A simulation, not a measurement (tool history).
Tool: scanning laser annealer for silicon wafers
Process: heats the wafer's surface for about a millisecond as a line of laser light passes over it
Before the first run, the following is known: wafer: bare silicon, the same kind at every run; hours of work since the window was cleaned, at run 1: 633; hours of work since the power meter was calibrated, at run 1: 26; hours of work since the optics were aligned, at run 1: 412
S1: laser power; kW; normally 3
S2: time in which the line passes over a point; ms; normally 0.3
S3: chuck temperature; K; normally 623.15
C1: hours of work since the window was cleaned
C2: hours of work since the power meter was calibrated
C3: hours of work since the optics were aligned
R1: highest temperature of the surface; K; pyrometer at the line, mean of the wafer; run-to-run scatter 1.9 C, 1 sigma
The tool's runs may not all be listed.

{"run": 1, "hour": 0.0, "S1": 3, "S2": 0.3, "S3": 623.15, "C1": 633, "C2": 26, "C3": 412, "R1": 1391.15}
{"run": 2, "hour": 37.5, "S1": 3, "S2": 0.3, "S3": 623.15, "C1": 658, "C2": 50, "C3": 437, "R1": 1392.15}
{"run": 3, "hour": 82.3, "S1": 3.108, "S2": 0.3, "S3": 623.15, "C1": 687, "C2": 80, "C3": 466, "R1": 1418.15}
{"run": 4, "hour": 133.6, "S1": 3, "S2": 0.3, "S3": 623.15, "C1": 721, "C2": 113, "C3": 500, "R1": 1389.15}
{"run": 5, "hour": 182.4, "S1": 3, "S2": 0.3, "S3": 623.15, "C1": 752, "C2": 145, "C3": 532, "R1": 1389.15}
{"run": 6, "hour": 212.4, "S1": 3, "S2": 0.3, "S3": 623.15, "C1": 772, "C2": 165, "C3": 551, "R1": 1392.15}
{"run": 7, "hour": 252.9, "S1": 3, "S2": 0.3, "S3": 623.15, "C1": 798, "C2": 191, "C3": 578, "R1": 1390.15}
{"run": 8, "hour": 287.9, "S1": 3, "S2": 0.3, "S3": 623.15, "C1": 821, "C2": 214, "C3": 600, "R1": 1390.15}
{"run": 9, "hour": 340.2, "S1": 2.952, "S2": 0.336, "S3": 607.15, "C1": 855, "C2": 248, "C3": 635, "R1": 1404.15}
{"run": 10, "hour": 389.5, "S1": 2.952, "S2": 0.336, "S3": 607.15, "C1": 888, "C2": 280, "C3": 667, "R1": 1405.15}
{"run": 11, "hour": 436.3, "S1": 3.107, "S2": 0.336, "S3": 659.15, "C1": 918, "C2": 311, "C3": 697, "R1": 1495.15}
{"run": 12, "hour": 472.2, "S1": 3.107, "S2": 0.213, "S3": 659.15, "C1": 942, "C2": 334, "C3": 721, "R1": 1332.15}

Here are 4 independent what-if runs from the current tool condition. What would each one return?
{"run": "A", "hour": 500.1, "S1": 2.618, "S2": 0.213, "S3": 659.15, "C1": 960, "C2": 352, "C3": 739, "R1": "?"}
{"run": "B", "hour": 500.1, "S1": 3.297, "S2": 0.358, "S3": 623.15, "C1": 960, "C2": 352, "C3": 739, "R1": "?"}
{"run": "C", "hour": 500.1, "S1": 3.107, "S2": 0.234, "S3": 659.15, "C1": 960, "C2": 352, "C3": 739, "R1": "?"}
{"run": "D", "hour": 500.1, "S1": 2.958, "S2": 0.375, "S3": 598.15, "C1": 960, "C2": 352, "C3": 739, "R1": "?"}

run=A R1=1234.15
run=B R1=1535.15
run=C R1=1362.15
run=D R1=1445.15
Without the tool's hidden state the same runs would have given:
run=A R1=1235.15
run=B R1=1536.15
run=C R1=1363.15
run=D R1=1446.15
